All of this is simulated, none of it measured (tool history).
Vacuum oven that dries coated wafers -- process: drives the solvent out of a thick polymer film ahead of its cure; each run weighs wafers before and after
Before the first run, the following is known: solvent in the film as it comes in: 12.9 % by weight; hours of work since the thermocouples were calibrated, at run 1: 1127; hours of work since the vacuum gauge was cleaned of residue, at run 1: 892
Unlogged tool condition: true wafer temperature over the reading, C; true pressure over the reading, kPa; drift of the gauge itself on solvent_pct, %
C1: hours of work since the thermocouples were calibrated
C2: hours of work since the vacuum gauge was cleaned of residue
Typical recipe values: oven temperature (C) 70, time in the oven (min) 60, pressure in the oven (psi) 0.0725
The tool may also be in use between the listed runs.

Run 1, hour 0: usual settings; C1 1127; C2 892. Result: solvent left in the film (%) 0.93.
Run 2, hour 44: usual settings but pressure in the oven (psi) 0.2811; C1 1158; C2 924. Result: solvent left in the film (%) 1.8.
Run 3, hour 99.4: usual settings but pressure in the oven (psi) 0.2811; C1 1198; C2 963. Result: solvent left in the film (%) 1.79.
Run 4, hour 151.7: usual settings but pressure in the oven (psi) 0.1917; C1 1235; C2 1001. Result: solvent left in the film (%) 1.44.
Run 5, hour 200.3: usual settings but pressure in the oven (psi) 0.0895; C1 1270; C2 1035. Result: solvent left in the film (%) 0.99.
At hour 235: oven's thermocouples calibrated.
Run 6, hour 289.5: usual settings but time in the oven (min) 59, pressure in the oven (psi) 0.0895; C1 39; C2 1098. Result: solvent left in the film (%) 1.09.
Run 7, hour 349.4: usual settings but time in the oven (min) 59, pressure in the oven (psi) 0.0895; C1 82; C2 1141. Result: solvent left in the film (%) 1.1.
Run 8, hour 394.6: usual settings but time in the oven (min) 59, pressure in the oven (psi) 0.0895; C1 114; C2 1173. Result: solvent left in the film (%) 1.11.
Run 9, hour 454.2: usual settings but time in the oven (min) 59, pressure in the oven (psi) 0.0895; C1 157; C2 1215. Result: solvent left in the film (%) 1.14.
Run 10, hour 539.6: usual settings but time in the oven (min) 35; C1 218; C2 1276. Result: solvent left in the film (%) 2.22.
Run 11, hour 582.3: usual settings but time in the oven (min) 57; C1 248; C2 1307. Result: solvent left in the film (%) 1.1.
Run 12, hour 662.7: usual settings but time in the oven (min) 57; C1 306; C2 1364. Result: solvent left in the film (%) 1.13.
Run 13, hour 729.7: usual settings but time in the oven (min) 57; C1 353; C2 1412. Result: solvent left in the film (%) 1.07.
Run 14, hour 773.9: usual settings but time in the oven (min) 43; C1 385; C2 1444. Result: solvent left in the film (%) 1.68.
Run 15, hour 834.8: usual settings but time in the oven (min) 78; C1 428; C2 1487. Result: solvent left in the film (%) 0.74.
At hour 877.7: vacuum gauge cleaned of residue and calibrated.
Run 16, hour 924: usual settings but time in the oven (min) 78; C1 491; C2 33. Result: solvent left in the film (%) 0.53.
Run 17, hour 983.2: usual settings but time in the oven (min) 78; C1 533; C2 75. Result: solvent left in the film (%) 0.54.
Run 18, hour 1070.8: usual settings but time in the oven (min) 78; C1 596; C2 138. Result: solvent left in the film (%) 0.55.
Run 19, hour 1132.6: usual settings but oven temperature (C) 80, time in the oven (min) 49, pressure in the oven (psi) 0.0731; C1 640; C2 182. Result: solvent left in the film (%) 0.35.
Run 20, hour 1184.2: usual settings but oven temperature (C) 80, time in the oven (min) 83, pressure in the oven (psi) 0.0558; C1 677; C2 219. Result: solvent left in the film (%) 0.21.
Run 21, hour 1245.7: usual settings but oven temperature (C) 80, time in the oven (min) 46, pressure in the oven (psi) 0.2102; C1 721; C2 263. Result: solvent left in the film (%) 0.83.
Run 22, hour 1285.8: usual settings but oven temperature (C) 80, time in the oven (min) 46, pressure in the oven (psi) 0.2102; C1 750; C2 292. Result: solvent left in the film (%) 0.76.
Run 23, hour 1357.2: usual settings but oven temperature (C) 65, time in the oven (min) 46, pressure in the oven (psi) 0.2028; C1 801; C2 343. Result: solvent left in the film (%) 2.85.
Run 24, hour 1435.4: usual settings but oven temperature (C) 65, time in the oven (min) 46, pressure in the oven (psi) 0.2028; C1 856; C2 398. Result: solvent left in the film (%) 2.89.
Run 25, hour 1519.9: usual settings but oven temperature (C) 69, time in the oven (min) 46, pressure in the oven (psi) 0.0415; C1 917; C2 459. Result: solvent left in the film (%) 1.3.
Run 26, hour 1564: usual settings but oven temperature (C) 69, time in the oven (min) 76, pressure in the oven (psi) 0.0654; C1 948; C2 490. Result: solvent left in the film (%) 0.66.
Run 27, hour 1621.9: usual settings but oven temperature (C) 69, time in the oven (min) 76, pressure in the oven (psi) 0.0654; C1 990; C2 532. Result: solvent left in the film (%) 0.61.

Some steps in solvent left in the film (%) between neighbouring runs. How much of each would the tool show without its hidden state too (settings, what came in, random variation), and how much is left for the hidden state, with any gauge scatter that isn't in both results?
Run 15 -> 16: vacuum gauge cleaned of residue and calibrated. solvent left in the film (%) -0.21: hidden state -0.22, all else +0.01.
Run 22 -> 23: oven temperature (C) 80 -> 65, pressure in the oven (psi) 0.2102 -> 0.2028. solvent left in the film (%) +2.09: hidden state -0.16, all else +2.25.
Run 24 -> 25: oven temperature (C) 65 -> 69, pressure in the oven (psi) 0.2028 -> 0.0415. solvent left in the film (%) -1.59: hidden state +0.08, all else -1.67.
